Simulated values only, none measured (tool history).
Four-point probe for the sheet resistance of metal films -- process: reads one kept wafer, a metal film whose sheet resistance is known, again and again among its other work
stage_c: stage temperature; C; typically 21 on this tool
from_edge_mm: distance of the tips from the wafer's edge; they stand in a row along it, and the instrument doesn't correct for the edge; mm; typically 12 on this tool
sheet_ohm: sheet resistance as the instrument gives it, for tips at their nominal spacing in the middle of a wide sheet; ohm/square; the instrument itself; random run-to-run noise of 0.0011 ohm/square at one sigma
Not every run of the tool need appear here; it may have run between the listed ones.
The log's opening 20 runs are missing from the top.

{"run": 21, "hour": 193.1, "stage_c": 24, "from_edge_mm": 12, "sheet_ohm": 5.347276}
{"run": 22, "hour": 202.7, "stage_c": 33, "from_edge_mm": 12, "sheet_ohm": 5.289238}
{"run": 23, "hour": 212.7, "stage_c": 23, "from_edge_mm": 22, "sheet_ohm": 5.348166}
{"run": 24, "hour": 227.1, "stage_c": 28, "from_edge_mm": 5, "sheet_ohm": 5.342414}
{"run": 25, "hour": 233.8, "stage_c": 28, "from_edge_mm": 5, "sheet_ohm": 5.34166}
{"run": 26, "hour": 248.1, "stage_c": 25, "from_edge_mm": 5, "sheet_ohm": 5.360528}
{"run": 27, "hour": 258.2, "stage_c": 22, "from_edge_mm": 10, "sheet_ohm": 5.360665}
{"run": 28, "hour": 264.8, "stage_c": 28, "from_edge_mm": 6, "sheet_ohm": 5.333698}
{"run": 29, "hour": 276.7, "stage_c": 28, "from_edge_mm": 18, "sheet_ohm": 5.313001}
{"run": 30, "hour": 287.0, "stage_c": 28, "from_edge_mm": 12, "sheet_ohm": 5.316186}
{"hour": 288.4, "done": "stage's thermometer calibrated"}
{"run": 31, "hour": 298.2, "stage_c": 32, "from_edge_mm": 5, "sheet_ohm": 5.315895}
{"hour": 305.3, "done": "new probe head fitted"}
{"run": 32, "hour": 310.3, "stage_c": 33, "from_edge_mm": 6, "sheet_ohm": 5.348099}
{"run": 33, "hour": 317.6, "stage_c": 28, "from_edge_mm": 12, "sheet_ohm": 5.364385}
{"hour": 330.7, "done": "stage's thermometer calibrated, once more"}
{"run": 34, "hour": 332.5, "stage_c": 21, "from_edge_mm": 12, "sheet_ohm": 5.411578}
{"run": 35, "hour": 346.3, "stage_c": 21, "from_edge_mm": 12, "sheet_ohm": 5.411523}
{"run": 36, "hour": 353.2, "stage_c": 33, "from_edge_mm": 17, "sheet_ohm": 5.332153}
{"run": 37, "hour": 361.3, "stage_c": 33, "from_edge_mm": 17, "sheet_ohm": 5.332341}
{"run": 38, "hour": 370.0, "stage_c": 34, "from_edge_mm": 12, "sheet_ohm": 5.326518}
{"run": 39, "hour": 384.1, "stage_c": 34, "from_edge_mm": 6, "sheet_ohm": 5.341958}
{"run": 40, "hour": 390.4, "stage_c": 23, "from_edge_mm": 72, "sheet_ohm": 5.393043}
{"run": 41, "hour": 404.2, "stage_c": 24, "from_edge_mm": 10, "sheet_ohm": 5.392868}
{"run": 42, "hour": 412.9, "stage_c": 24, "from_edge_mm": 10, "sheet_ohm": 5.391163}
{"run": 43, "hour": 420.3, "stage_c": 19, "from_edge_mm": 10, "sheet_ohm": 5.424959}
{"run": 44, "hour": 430.9, "stage_c": 24, "from_edge_mm": 3, "sheet_ohm": 5.463227}

4 ways to go on from here, each from the tool as it stands after run 44. What would each give?
{"run": "A", "hour": 440.1, "stage_c": 26, "from_edge_mm": 4, "sheet_ohm": "?"}
{"run": "B", "hour": 440.1, "stage_c": 28, "from_edge_mm": 64, "sheet_ohm": "?"}
{"run": "C", "hour": 440.1, "stage_c": 24, "from_edge_mm": 35, "sheet_ohm": "?"}
{"run": "D", "hour": 440.1, "stage_c": 30, "from_edge_mm": 3, "sheet_ohm": "?"}

run=A sheet_ohm=5.415427
run=B sheet_ohm=5.357664
run=C sheet_ohm=5.384150
run=D sheet_ohm=5.421756
Without the tool's unlogged condition, the same runs would have read:
run=A sheet_ohm=5.438036
run=B sheet_ohm=5.380050
run=C sheet_ohm=5.406639
run=D sheet_ohm=5.444387

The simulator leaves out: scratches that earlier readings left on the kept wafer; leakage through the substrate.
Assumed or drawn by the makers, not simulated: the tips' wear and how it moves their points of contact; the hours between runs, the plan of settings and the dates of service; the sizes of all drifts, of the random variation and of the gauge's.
